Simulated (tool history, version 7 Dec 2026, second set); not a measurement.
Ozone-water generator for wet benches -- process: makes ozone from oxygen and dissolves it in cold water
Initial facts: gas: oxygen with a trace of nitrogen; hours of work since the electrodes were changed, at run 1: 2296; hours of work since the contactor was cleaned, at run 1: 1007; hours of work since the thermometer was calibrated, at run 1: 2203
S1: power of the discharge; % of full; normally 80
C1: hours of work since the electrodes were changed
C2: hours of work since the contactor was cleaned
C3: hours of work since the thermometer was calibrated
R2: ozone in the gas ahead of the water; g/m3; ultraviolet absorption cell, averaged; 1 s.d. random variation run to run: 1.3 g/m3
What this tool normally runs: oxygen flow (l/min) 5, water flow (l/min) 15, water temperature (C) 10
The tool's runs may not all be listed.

Run 1, day 0: usual settings; C1 2296; C2 1007; C3 2203. Result: dissolved ozone (ppm) 31, R2 229.6 g/m3.
Run 2, day 1.854: usual settings; C1 2338; C2 1048; C3 2245. Result: dissolved ozone (ppm) 31.3, R2 229.7 g/m3.
Run 3, day 3.683: usual settings; C1 2379; C2 1089; C3 2286. Result: dissolved ozone (ppm) 31.2, R2 226.7 g/m3.
Run 4, day 6.388: usual settings but oxygen flow (l/min) 2.63; C1 2439; C2 1149; C3 2346. Result: dissolved ozone (ppm) 26.3, R2 289 g/m3.
Run 5, day 7.779: usual settings but oxygen flow (l/min) 2.63; C1 2470; C2 1180; C3 2377. Result: dissolved ozone (ppm) 26.4, R2 285.2 g/m3.
Run 6, day 9.425: usual settings but oxygen flow (l/min) 2.63; C1 2507; C2 1217; C3 2414. Result: dissolved ozone (ppm) 25.8, R2 289.2 g/m3.
Run 7, day 12.412: usual settings but oxygen flow (l/min) 2.63; C1 2573; C2 1284; C3 2481. Result: dissolved ozone (ppm) 25.7, R2 288.1 g/m3.
Run 8, day 15.042: usual settings but oxygen flow (l/min) 2.63; C1 2632; C2 1343; C3 2539. Result: dissolved ozone (ppm) 25.7, R2 282.5 g/m3.
Run 9, day 16.383: usual settings but oxygen flow (l/min) 2.63; C1 2662; C2 1372; C3 2569. Result: dissolved ozone (ppm) 25.5, R2 283.5 g/m3.
Run 10, day 19.225: usual settings but oxygen flow (l/min) 4.82; C1 2725; C2 1436; C3 2633. Result: dissolved ozone (ppm) 30.8, R2 230.8 g/m3.
Run 11, day 21.125: usual settings but water flow (l/min) 20; C1 2768; C2 1478; C3 2675. Result: dissolved ozone (ppm) 23.3, R2 225.2 g/m3.
Run 12, day 22.588: usual settings but water flow (l/min) 20; C1 2801; C2 1511; C3 2708. Result: dissolved ozone (ppm) 23.6, R2 225.2 g/m3.
Run 13, day 25.017: usual settings but water flow (l/min) 20; C1 2855; C2 1565; C3 2762. Result: dissolved ozone (ppm) 23.5, R2 225.7 g/m3.
Run 14, day 26.35: usual settings but water flow (l/min) 20; C1 2885; C2 1595; C3 2792. Result: dissolved ozone (ppm) 23.3, R2 226.7 g/m3.
Run 15, day 28.062: usual settings but water flow (l/min) 20; C1 2923; C2 1633; C3 2830. Result: dissolved ozone (ppm) 23.2, R2 224.2 g/m3.
Run 16, day 29.417: usual settings but water flow (l/min) 20; C1 2953; C2 1663; C3 2860. Result: dissolved ozone (ppm) 23.3, R2 226 g/m3.
Run 17, day 32.483: usual settings but oxygen flow (l/min) 4.02, water flow (l/min) 20; C1 3021; C2 1732; C3 2929. Result: dissolved ozone (ppm) 21.8, R2 243.4 g/m3.

For run 18, what comes out?
Run 18, day 34.992: usual settings but S1 64 % of full, water flow (l/min) 21, water temperature (C) 16; C1 3077; C2 1788; C3 2985. Result: dissolved ozone (ppm) ?, R2 ?.

{"run 18": {"dissolved ozone (ppm)": 17.9, "R2": 193}}
Had the tool carried no hidden state, the very same run would have given dissolved ozone (ppm) 19.4, R2 205.6 g/m3.
